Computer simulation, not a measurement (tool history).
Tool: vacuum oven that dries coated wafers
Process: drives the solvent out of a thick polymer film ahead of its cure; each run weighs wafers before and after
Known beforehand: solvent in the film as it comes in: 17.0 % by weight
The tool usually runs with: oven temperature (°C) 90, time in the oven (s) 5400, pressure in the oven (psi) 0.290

run,day,oven temperature (°C),time in the oven (s),pressure in the oven (psi),solvent left in the film (%)
1,0.000,90,5400,0.290,2.70
2,0.342,90,5400,0.290,2.63
3,0.683,90,5400,0.290,2.70
4,1.275,90,5400,0.290,2.72
5,1.804,90,5400,0.290,2.68
6,2.133,90,5400,0.290,2.66
7,2.450,90,5400,1.033,4.46
8,2.929,90,5400,1.033,4.42
9,3.288,90,6480,0.290,2.05
10,3.783,90,6480,0.290,2.09
11,4.138,90,4140,0.290,3.74
12,4.592,90,4140,0.290,3.84
13,5.075,90,4140,0.290,3.80
14,5.479,90,5400,0.290,2.61
15,5.971,90,5400,0.167,2.39
16,6.304,90,5400,0.167,2.47
17,6.588,84,7020,0.325,3.56
18,7.112,103,9540,0.892,1.52

Forecast run 19:
19,7.392,104,4920,1.108,?

Logged for run 19: solvent left in the film (%) 2.00.
Were there no unlogged condition in the tool, this run, its random variation unchanged, would have produced solvent left in the film (%) 2.01.

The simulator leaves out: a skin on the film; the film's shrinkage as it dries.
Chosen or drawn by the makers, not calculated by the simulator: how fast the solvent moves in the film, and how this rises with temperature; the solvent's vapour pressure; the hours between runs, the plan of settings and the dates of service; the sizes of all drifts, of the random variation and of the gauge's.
